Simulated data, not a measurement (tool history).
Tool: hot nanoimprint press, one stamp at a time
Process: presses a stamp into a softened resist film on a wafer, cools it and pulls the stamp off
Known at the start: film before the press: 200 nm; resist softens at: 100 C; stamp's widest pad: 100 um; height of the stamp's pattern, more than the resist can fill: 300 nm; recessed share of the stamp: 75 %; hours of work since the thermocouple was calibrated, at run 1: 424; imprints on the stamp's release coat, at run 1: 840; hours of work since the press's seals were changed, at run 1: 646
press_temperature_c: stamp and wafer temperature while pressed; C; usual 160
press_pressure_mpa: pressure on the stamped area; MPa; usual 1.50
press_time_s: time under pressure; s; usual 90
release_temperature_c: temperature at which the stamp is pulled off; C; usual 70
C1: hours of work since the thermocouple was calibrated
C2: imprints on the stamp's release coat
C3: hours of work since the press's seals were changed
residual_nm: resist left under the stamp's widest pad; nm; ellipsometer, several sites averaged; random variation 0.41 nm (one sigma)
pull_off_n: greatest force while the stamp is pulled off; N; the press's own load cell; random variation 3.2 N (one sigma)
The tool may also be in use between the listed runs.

Run 1, hour 0.0: usual settings; C1 424; C2 840; C3 646. Result: residual_nm 99.7 nm, pull_off_n 187 N.
Run 2, hour 13.2: usual settings but press_pressure_mpa 0.99 MPa; C1 434; C2 901; C3 656. Result: residual_nm 122.9 nm, pull_off_n 192 N.
Run 3, hour 32.4: usual settings but press_pressure_mpa 1.03 MPa; C1 448; C2 988; C3 670. Result: residual_nm 120.1 nm, pull_off_n 190 N.
Run 4, hour 56.0: usual settings but press_pressure_mpa 1.03 MPa; C1 465; C2 1096; C3 687. Result: residual_nm 120.0 nm, pull_off_n 201 N.
Run 5, hour 67.7: usual settings but press_pressure_mpa 1.03 MPa; C1 473; C2 1149; C3 695. Result: residual_nm 119.9 nm, pull_off_n 204 N.
At hour 82.5: plate thermocouple calibrated.
Run 6, hour 83.5: usual settings; C1 1; C2 1207; C3 705. Result: residual_nm 101.8 nm, pull_off_n 203 N.
Run 7, hour 93.8: usual settings; C1 8; C2 1254; C3 712. Result: residual_nm 102.9 nm, pull_off_n 201 N.
Run 8, hour 113.3: usual settings; C1 22; C2 1343; C3 726. Result: residual_nm 102.6 nm, pull_off_n 216 N.
Run 9, hour 126.8: usual settings; C1 32; C2 1405; C3 736. Result: residual_nm 103.0 nm, pull_off_n 212 N.
At hour 153.1: press's hydraulic seals changed and the load cell set to zero.
Run 10, hour 156.6: usual settings; C1 48; C2 1504; C3 3. Result: residual_nm 100.1 nm, pull_off_n 222 N.
Run 11, hour 169.7: usual settings; C1 57; C2 1564; C3 12. Result: residual_nm 100.0 nm, pull_off_n 220 N.
Run 12, hour 194.5: usual settings but press_temperature_c 167 C, press_pressure_mpa 1.83 MPa, release_temperature_c 66 C; C1 75; C2 1677; C3 30. Result: residual_nm 73.8 nm, pull_off_n 219 N.
Run 13, hour 207.6: usual settings but press_temperature_c 167 C, press_pressure_mpa 2.19 MPa, press_time_s 65 s, release_temperature_c 66 C; C1 85; C2 1737; C3 39. Result: residual_nm 74.4 nm, pull_off_n 235 N.
Run 14, hour 222.8: usual settings but press_temperature_c 166 C, press_pressure_mpa 1.81 MPa; C1 96; C2 1806; C3 50. Result: residual_nm 75.9 nm, pull_off_n 230 N.
At hour 253.0: stamp cleaned and given a new release coat.
Run 15, hour 253.0: usual settings but press_temperature_c 166 C, press_pressure_mpa 1.81 MPa; C1 113; C2 0; C3 68. Result: residual_nm 76.0 nm, pull_off_n 154 N.
Run 16, hour 273.9: usual settings but press_temperature_c 158 C, press_pressure_mpa 1.14 MPa, press_time_s 77 s, release_temperature_c 64 C; C1 128; C2 96; C3 83. Result: residual_nm 126.4 nm, pull_off_n 170 N.
Run 17, hour 291.6: usual settings but release_temperature_c 59 C; C1 141; C2 176; C3 96. Result: residual_nm 100.2 nm, pull_off_n 179 N.
Run 18, hour 311.7: usual settings but release_temperature_c 71 C; C1 155; C2 268; C3 110. Result: residual_nm 99.5 nm, pull_off_n 163 N.
Run 19, hour 329.8: usual settings but press_pressure_mpa 1.69 MPa, press_time_s 149 s, release_temperature_c 72 C; C1 169; C2 350; C3 123. Result: residual_nm 78.1 nm, pull_off_n 165 N.
Run 20, hour 352.2: usual settings but press_temperature_c 148 C, press_pressure_mpa 2.22 MPa, press_time_s 84 s, release_temperature_c 66 C; C1 185; C2 452; C3 140. Result: residual_nm 117.2 nm, pull_off_n 177 N.
Run 21, hour 366.1: usual settings but press_temperature_c 149 C, press_pressure_mpa 2.15 MPa, press_time_s 163 s, release_temperature_c 65 C; C1 195; C2 516; C3 150. Result: residual_nm 95.3 nm, pull_off_n 186 N.

Hidden state or all else? Some run-to-run changes of residual_nm, split into what the settings, what came in and random variation would give without the hidden state, and what is left for the hidden state (with any gauge scatter that isn't in both results):
The hidden state here: true temperature over the reading, C; pressure that arrives at the usual setting, %; grip of the stamp's worn release coat, % over a new coat's; drift of the gauge itself on residual_nm, %; drift of the gauge itself on pull_off_n, %.
Run 5 -> 6: press_pressure_mpa 1.03 -> 1.50, plate thermocouple calibrated. residual_nm -18.1 nm: hidden state +4.3, all else -22.4.
Run 9 -> 10: press's hydraulic seals changed and the load cell set to zero. residual_nm -2.9 nm: hidden state -2.6, all else -0.3.
Run 15 -> 16: press_temperature_c 166 -> 158, press_pressure_mpa 1.81 -> 1.14, press_time_s 90 -> 77, release_temperature_c 70 -> 64. residual_nm +50.4 nm: hidden state -0.4, all else +50.8.
Run 19 -> 20: press_temperature_c 160 -> 148, press_pressure_mpa 1.69 -> 2.22, press_time_s 149 -> 84, release_temperature_c 72 -> 66. residual_nm +39.1 nm: hidden state -0.2, all else +39.3.
